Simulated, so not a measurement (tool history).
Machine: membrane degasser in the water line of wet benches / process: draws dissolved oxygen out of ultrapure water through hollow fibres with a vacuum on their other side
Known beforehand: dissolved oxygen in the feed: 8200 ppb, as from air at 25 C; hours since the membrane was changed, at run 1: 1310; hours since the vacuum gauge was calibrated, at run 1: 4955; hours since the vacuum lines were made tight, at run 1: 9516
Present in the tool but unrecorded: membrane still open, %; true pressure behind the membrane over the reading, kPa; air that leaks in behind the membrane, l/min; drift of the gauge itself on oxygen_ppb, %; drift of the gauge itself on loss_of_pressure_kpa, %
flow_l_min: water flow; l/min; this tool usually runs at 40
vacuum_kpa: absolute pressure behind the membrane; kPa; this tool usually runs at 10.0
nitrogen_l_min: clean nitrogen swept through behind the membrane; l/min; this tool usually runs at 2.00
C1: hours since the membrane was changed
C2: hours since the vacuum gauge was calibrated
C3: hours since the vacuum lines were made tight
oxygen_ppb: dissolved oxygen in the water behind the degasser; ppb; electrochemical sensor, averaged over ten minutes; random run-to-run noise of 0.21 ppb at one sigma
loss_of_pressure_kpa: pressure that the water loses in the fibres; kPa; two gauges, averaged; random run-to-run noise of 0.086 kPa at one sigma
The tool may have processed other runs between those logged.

Run 1, hour 0.0: usual settings; C1 1310; C2 4955; C3 9516. Result: oxygen_ppb 299.4 ppb, loss_of_pressure_kpa 30.46 kPa.
Run 2, hour 52.2: usual settings but nitrogen_l_min 0.89 l/min; C1 1362; C2 5007; C3 9568. Result: oxygen_ppb 571.7 ppb, loss_of_pressure_kpa 30.43 kPa.
Run 3, hour 99.6: usual settings but nitrogen_l_min 0.89 l/min; C1 1410; C2 5054; C3 9616. Result: oxygen_ppb 572.5 ppb, loss_of_pressure_kpa 30.35 kPa.
Run 4, hour 153.4: usual settings but flow_l_min 24 l/min; C1 1463; C2 5108; C3 9669. Result: oxygen_ppb 190.2 ppb, loss_of_pressure_kpa 18.38 kPa.
Run 5, hour 181.2: usual settings but flow_l_min 24 l/min; C1 1491; C2 5136; C3 9697. Result: oxygen_ppb 190.0 ppb, loss_of_pressure_kpa 18.29 kPa.
Run 6, hour 213.0: usual settings but flow_l_min 24 l/min; C1 1523; C2 5168; C3 9729. Result: oxygen_ppb 189.9 ppb, loss_of_pressure_kpa 18.11 kPa.
Run 7, hour 254.8: usual settings but flow_l_min 24 l/min; C1 1565; C2 5209; C3 9771. Result: oxygen_ppb 189.9 ppb, loss_of_pressure_kpa 18.18 kPa.
At hour 260.5: vacuum gauge calibrated.
Run 8, hour 294.0: usual settings but flow_l_min 24 l/min; C1 1604; C2 34; C3 9810. Result: oxygen_ppb 190.8 ppb, loss_of_pressure_kpa 18.23 kPa.
Run 9, hour 327.8: usual settings but flow_l_min 24 l/min; C1 1637; C2 67; C3 9843. Result: oxygen_ppb 190.8 ppb, loss_of_pressure_kpa 18.28 kPa.
Run 10, hour 381.4: usual settings but flow_l_min 35 l/min; C1 1691; C2 121; C3 9897. Result: oxygen_ppb 267.5 ppb, loss_of_pressure_kpa 26.57 kPa.
Run 11, hour 413.5: usual settings; C1 1723; C2 153; C3 9929. Result: oxygen_ppb 301.5 ppb, loss_of_pressure_kpa 30.46 kPa.
Run 12, hour 460.6: usual settings but nitrogen_l_min 3.68 l/min; C1 1770; C2 200; C3 9976. Result: oxygen_ppb 176.1 ppb, loss_of_pressure_kpa 30.53 kPa.
Run 13, hour 491.4: usual settings but flow_l_min 33 l/min, nitrogen_l_min 1.62 l/min; C1 1801; C2 231; C3 10007. Result: oxygen_ppb 304.7 ppb, loss_of_pressure_kpa 25.04 kPa.
Run 14, hour 526.0: usual settings but nitrogen_l_min 2.82 l/min; C1 1836; C2 266; C3 10042. Result: oxygen_ppb 223.5 ppb, loss_of_pressure_kpa 30.34 kPa.
At hour 554.4: vacuum gauge calibrated, once more.
Run 15, hour 572.5: usual settings but flow_l_min 28 l/min, vacuum_kpa 18.2 kPa, nitrogen_l_min 2.62 l/min; C1 1882; C2 18; C3 10088. Result: oxygen_ppb 365.7 ppb, loss_of_pressure_kpa 21.16 kPa.
Run 16, hour 616.4: usual settings but flow_l_min 39 l/min, vacuum_kpa 7.9 kPa, nitrogen_l_min 1.84 l/min; C1 1925; C2 62; C3 10132. Result: oxygen_ppb 219.6 ppb, loss_of_pressure_kpa 29.60 kPa.
Run 17, hour 642.4: usual settings but flow_l_min 39 l/min, vacuum_kpa 7.9 kPa, nitrogen_l_min 1.84 l/min; C1 1951; C2 88; C3 10158. Result: oxygen_ppb 219.9 ppb, loss_of_pressure_kpa 29.62 kPa.
Run 18, hour 688.7: usual settings but flow_l_min 39 l/min, vacuum_kpa 7.9 kPa, nitrogen_l_min 1.84 l/min; C1 1998; C2 134; C3 10204. Result: oxygen_ppb 219.6 ppb, loss_of_pressure_kpa 29.64 kPa.
Run 19, hour 730.0: usual settings but flow_l_min 58 l/min, vacuum_kpa 6.1 kPa, nitrogen_l_min 3.37 l/min; C1 2039; C2 176; C3 10245. Result: oxygen_ppb 129.2 ppb, loss_of_pressure_kpa 44.12 kPa.
Run 20, hour 780.3: usual settings but flow_l_min 59 l/min, vacuum_kpa 7.4 kPa, nitrogen_l_min 5.42 l/min; C1 2089; C2 226; C3 10295. Result: oxygen_ppb 124.7 ppb, loss_of_pressure_kpa 44.77 kPa.
Run 21, hour 824.3: usual settings but flow_l_min 59 l/min, vacuum_kpa 7.4 kPa, nitrogen_l_min 5.42 l/min; C1 2133; C2 270; C3 10339. Result: oxygen_ppb 124.5 ppb, loss_of_pressure_kpa 44.86 kPa.

What will run 22 give?
Run 22, hour 854.5: usual settings but flow_l_min 59 l/min, vacuum_kpa 7.4 kPa, nitrogen_l_min 5.42 l/min; C1 2164; C2 300; C3 10370. Result: oxygen_ppb ?, loss_of_pressure_kpa ?.

Run 22 produced oxygen_ppb 124.6 ppb, loss_of_pressure_kpa 44.98 kPa.
Take away the tool's hidden state, keep the run-to-run variation as it was, and the same run would have given oxygen_ppb 123.0 ppb, loss_of_pressure_kpa 44.72 kPa.
